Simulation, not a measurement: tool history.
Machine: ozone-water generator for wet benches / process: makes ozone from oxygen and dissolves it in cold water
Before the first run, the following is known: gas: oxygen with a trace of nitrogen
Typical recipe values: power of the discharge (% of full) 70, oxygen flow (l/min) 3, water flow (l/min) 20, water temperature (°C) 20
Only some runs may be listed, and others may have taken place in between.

run    hour  power of the discharge (% of full)  oxygen flow (l/min)  water flow (l/min)  water temperature (°C)  dissolved ozone (ppm)  ozone in the gas ahead of the water (g/m3)
  1       0                                  70                    3                  20                      20                     17                                       216.6
  2      71                                  70                    3                  20                      20                   17.2                                       216.2
  3   207.6                                  70                    3                  20                      20                   17.3                                         214
  4   305.6                                  70                    3                  20                      20                   16.9                                       215.6
  5   441.6                                  70                    3                  20                      23                   16.1                                       215.1
  6   537.3                                  70                    3                  20                      17                   17.2                                       214.2
  7   613.3                                  70                    3                  20                      17                   17.2                                       212.9
  8   720.3                                  70                 4.76                  20                      20                   19.2                                       182.1
  9   791.1                                  80                    3                  20                      20                     18                                       233.9
 10   909.7                                  80                 4.11                  20                      20                   19.8                                       208.7
 11  1051.3                                  70                    3                  20                      12                   17.7                                       210.8
 12  1144.7                                  70                    3                  20                      12                   17.8                                       212.2
 13  1209.8                                  70                    3                  20                      20                   16.5                                       208.5
 14  1311.7                                  70                    3                  20                      15                   17.2                                       207.2
 15  1445.9                                  70                    3                  20                      15                   16.9                                       208.4
 16  1591.7                                  70                    3                  20                      15                     17                                       208.6
     1602.2  -- water thermometer calibrated
 17  1660.7                                  48                 1.99                  18                      16                   12.1                                         188
 18    1751                                  48                 2.74                  28                      26                    8.1                                       166.8
 19  1890.4                                  77                 2.74                  28                      22                   11.5                                       226.7
     1928.5  -- water thermometer calibrated, once more
 20    1982                                  70                    3                  14                      20                   21.6                                       204.9
 21  2113.4                                  70                    3                  14                      20                   21.7                                       205.3
 22    2196                                  90                 3.23                  29                      15                   13.5                                       234.9
 23  2340.4                                  90                 3.23                  17                      15                   23.2                                       232.3
 24  2476.6                                  44                 1.59                  16                      26                   10.7                                       185.6
 25  2609.1                                  44                 1.59                  16                      26                   10.5                                         185
 26    2699                                  44                 1.59                  16                      26                   10.8                                       186.4
 27  2797.8                                  44                 1.59                  16                      26                   10.9                                       184.8
 28    2866                                  44                 1.59                  17                      26                     10                                       184.9

What if the next run were any one of these 5? Each begins from the tool's condition after run 28:
  A  2984.5                                  80                    3                  20                      20                      ?                                           ?
  B  2984.5                                  74                 1.59                  17                      16                      ?                                           ?
  C  2984.5                                  95                 5.33                  20                      20                      ?                                           ?
  D  2984.5                                  44                    2                  19                      26                      ?                                           ?
  E  2984.5                                  58                 4.32                  14                      20                      ?                                           ?

run  dissolved ozone (ppm)  ozone in the gas ahead of the water (g/m3)
  A                   16.7                                       216.9
  B                   15.1                                       257.3
  C                   21.7                                       200.2
  D                    9.9                                       171.6
  E                   20.2                                         157
Without the tool's hidden state the same runs would have given:
run  dissolved ozone (ppm)  ozone in the gas ahead of the water (g/m3)
  A                   21.8                                       272.4
  B                   19.5                                       319.7
  C                   29.1                                       257.9
  D                   11.8                                       197.5
  E                   24.9                                       188.4
